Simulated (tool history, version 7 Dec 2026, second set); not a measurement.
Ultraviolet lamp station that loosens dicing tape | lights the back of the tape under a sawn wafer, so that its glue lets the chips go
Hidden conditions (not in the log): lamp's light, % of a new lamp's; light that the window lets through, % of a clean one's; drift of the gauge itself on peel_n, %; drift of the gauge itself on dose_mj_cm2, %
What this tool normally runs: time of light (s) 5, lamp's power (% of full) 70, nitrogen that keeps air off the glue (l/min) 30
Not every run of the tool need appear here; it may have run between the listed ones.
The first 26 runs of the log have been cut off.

run   hour  time of light (s)  lamp's power (% of full)  nitrogen that keeps air off the glue (l/min)  hours of work of the lamp  hours of work since the window was cleaned  force that peels the tape off (N)  light that reached the tape (J/m2)
 27  621.5                  5                        63                                            27                        378                                         255                              1.009                                3360
 28  650.9                  5                        63                                            27                        398                                         275                              1.013                                3360
 29  666.0                  5                        63                                            27                        408                                         286                              1.051                                3270
 30  685.9                  9                        70                                            10                        422                                         299                              0.621                                6380
 31  711.8                  9                        70                                            10                        440                                         317                              0.638                                6340
 32  726.8                  5                        68                                            14                        450                                         327                              1.434                                3390
 33  744.9                  5                        68                                            14                        463                                         340                              1.407                                3330
 34  767.0                  3                        65                                            12                        478                                         355                              2.596                                1900
 35  791.7                  5                        68                                            30                        495                                         372                              0.975                                3280
     807.5  -- window cleaned of glue's vapour
 36  814.0                  5                        68                                            30                        510                                           5                              0.706                                3900
 37  846.0                  9                        82                                            30                        531                                          26                              0.144                                8230

What if the next run were any one of these 3? Each begins from the tool's condition after run 37:
  A  879.2                  6                        72                                            10                        554                                          49                                  ?                                   ?
  B  879.2                  9                        72                                            30                        554                                          49                                  ?                                   ?
  C  879.2                  5                        70                                            42                        554                                          49                                  ?                                   ?

run  force that peels the tape off (N)  light that reached the tape (J/m2)
  A                              1.029                                4800
  B                              0.202                                7130
  C                              0.597                                3850
Without the tool's unlogged condition, the same runs would have read:
run  force that peels the tape off (N)  light that reached the tape (J/m2)
  A                              0.736                                5850
  B                              0.144                                8680
  C                              0.393                                4680
